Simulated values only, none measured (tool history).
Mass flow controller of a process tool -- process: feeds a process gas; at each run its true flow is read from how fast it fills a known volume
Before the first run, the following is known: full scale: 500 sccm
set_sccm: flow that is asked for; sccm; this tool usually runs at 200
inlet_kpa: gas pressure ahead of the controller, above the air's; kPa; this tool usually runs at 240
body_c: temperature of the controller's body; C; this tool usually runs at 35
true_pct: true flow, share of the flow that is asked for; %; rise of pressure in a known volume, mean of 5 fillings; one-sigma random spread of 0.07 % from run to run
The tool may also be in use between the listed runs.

{"run": 1, "hour": 0.0, "set_sccm": 200, "inlet_kpa": 240, "body_c": 35, "true_pct": 97.95}
{"run": 2, "hour": 68.2, "set_sccm": 82, "inlet_kpa": 240, "body_c": 35, "true_pct": 97.24}
{"run": 3, "hour": 142.3, "set_sccm": 200, "inlet_kpa": 240, "body_c": 35, "true_pct": 98.05}
{"run": 4, "hour": 221.7, "set_sccm": 200, "inlet_kpa": 240, "body_c": 35, "true_pct": 98.19}
{"run": 5, "hour": 322.2, "set_sccm": 200, "inlet_kpa": 240, "body_c": 35, "true_pct": 98.27}
{"run": 6, "hour": 411.6, "set_sccm": 200, "inlet_kpa": 240, "body_c": 35, "true_pct": 98.28}
{"run": 7, "hour": 492.3, "set_sccm": 200, "inlet_kpa": 240, "body_c": 35, "true_pct": 98.33}
{"run": 8, "hour": 585.8, "set_sccm": 200, "inlet_kpa": 240, "body_c": 24, "true_pct": 98.7}
{"run": 9, "hour": 641.8, "set_sccm": 200, "inlet_kpa": 240, "body_c": 35, "true_pct": 98.37}
{"run": 10, "hour": 740.0, "set_sccm": 101, "inlet_kpa": 240, "body_c": 35, "true_pct": 97.86}
{"run": 11, "hour": 827.1, "set_sccm": 52, "inlet_kpa": 240, "body_c": 35, "true_pct": 97.63}
{"run": 12, "hour": 895.5, "set_sccm": 200, "inlet_kpa": 240, "body_c": 29, "true_pct": 98.75}
{"run": 13, "hour": 975.1, "set_sccm": 200, "inlet_kpa": 240, "body_c": 29, "true_pct": 98.87}
{"run": 14, "hour": 1031.8, "set_sccm": 200, "inlet_kpa": 240, "body_c": 29, "true_pct": 98.84}
{"run": 15, "hour": 1089.5, "set_sccm": 200, "inlet_kpa": 240, "body_c": 29, "true_pct": 98.87}
{"run": 16, "hour": 1190.4, "set_sccm": 143, "inlet_kpa": 240, "body_c": 35, "true_pct": 98.47}
{"run": 17, "hour": 1291.7, "set_sccm": 200, "inlet_kpa": 162, "body_c": 35, "true_pct": 98.63}
{"run": 18, "hour": 1393.1, "set_sccm": 200, "inlet_kpa": 214, "body_c": 32, "true_pct": 98.98}
{"run": 19, "hour": 1474.5, "set_sccm": 200, "inlet_kpa": 214, "body_c": 40, "true_pct": 98.73}
{"run": 20, "hour": 1525.6, "set_sccm": 200, "inlet_kpa": 165, "body_c": 35, "true_pct": 98.8}
{"run": 21, "hour": 1615.0, "set_sccm": 91, "inlet_kpa": 165, "body_c": 30, "true_pct": 98.42}

Run 22 has not been measured yet. What should we expect?
{"run": 22, "hour": 1691.7, "set_sccm": 53, "inlet_kpa": 273, "body_c": 23, "true_pct": "?"}

Logged for run 22: true_pct 98.56 %.
Had the tool carried no hidden state, the very same run would have given true_pct 97.53 %.
